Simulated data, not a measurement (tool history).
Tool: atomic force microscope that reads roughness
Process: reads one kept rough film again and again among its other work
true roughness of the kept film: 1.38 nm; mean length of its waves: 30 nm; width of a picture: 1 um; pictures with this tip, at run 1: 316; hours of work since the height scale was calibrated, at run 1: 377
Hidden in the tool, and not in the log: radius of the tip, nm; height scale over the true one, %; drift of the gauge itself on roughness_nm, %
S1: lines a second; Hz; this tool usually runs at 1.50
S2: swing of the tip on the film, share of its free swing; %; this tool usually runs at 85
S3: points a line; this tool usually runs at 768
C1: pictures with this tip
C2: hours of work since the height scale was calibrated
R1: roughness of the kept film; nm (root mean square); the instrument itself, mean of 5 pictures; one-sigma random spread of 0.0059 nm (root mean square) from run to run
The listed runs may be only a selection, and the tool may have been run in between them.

| run | hour | S1 | S2 | S3 | C1 | C2 | R1 |
|---|---|---|---|---|---|---|---|
| 1 | 0.0 | 1.50 | 85 | 768 | 316 | 377 | 1.008 |
| 2 | 13.8 | 1.50 | 80 | 768 | 325 | 383 | 1.048 |
| 3 | 35.5 | 1.50 | 80 | 768 | 339 | 392 | 1.040 |
| 4 | 52.4 | 1.94 | 85 | 768 | 350 | 399 | 0.952 |
| 5 | 76.2 | 1.94 | 85 | 768 | 365 | 409 | 0.956 |
| 6 | 94.3 | 1.94 | 85 | 768 | 377 | 416 | 0.947 |
|  | 97.3 | height scale calibrated on a step standard |
| 7 | 107.4 | 1.94 | 85 | 768 | 384 | 4 | 0.945 |
|  | 109.4 | new tip fitted |
| 8 | 122.6 | 1.94 | 85 | 768 | 9 | 10 | 1.026 |
| 9 | 142.6 | 1.84 | 77 | 264 | 22 | 19 | 1.092 |
| 10 | 155.9 | 1.84 | 77 | 264 | 30 | 24 | 1.095 |
| 11 | 180.9 | 1.84 | 77 | 264 | 47 | 35 | 1.074 |
|  | 195.0 | height scale calibrated on a step standard, once more |
| 12 | 208.4 | 2.28 | 75 | 264 | 64 | 6 | 1.082 |
| 13 | 228.9 | 1.10 | 77 | 323 | 77 | 14 | 1.156 |
| 14 | 248.9 | 3.31 | 86 | 413 | 90 | 23 | 0.866 |
| 15 | 268.1 | 3.16 | 88 | 888 | 102 | 31 | 0.847 |
| 16 | 283.6 | 1.50 | 63 | 362 | 112 | 37 | 1.202 |

Hidden condition of the tool, last listed run before each entry between runs versus first listed run after:
Runs 6 to 7: height scale calibrated on a step standard (hour 97.3)
  radius of the tip, nm: 21.3 -> 21.5; height scale over the true one, %: -0.58 -> -0.97
  measured less the result without the state, R1: -0.084 -> -0.089 nm (root mean square)
Runs 7 to 8: new tip fitted (hour 109.4)
  radius of the tip, nm: 21.5 -> 7.6
  measured less the result without the state, R1: -0.089 -> -0.013 nm (root mean square)
Runs 11 to 12: height scale calibrated on a step standard, once more (hour 195.0)
  radius of the tip, nm: 9.1 -> 9.7; height scale over the true one, %: -1 -> 0.08
  measured less the result without the state, R1: -0.024 -> -0.016 nm (root mean square)
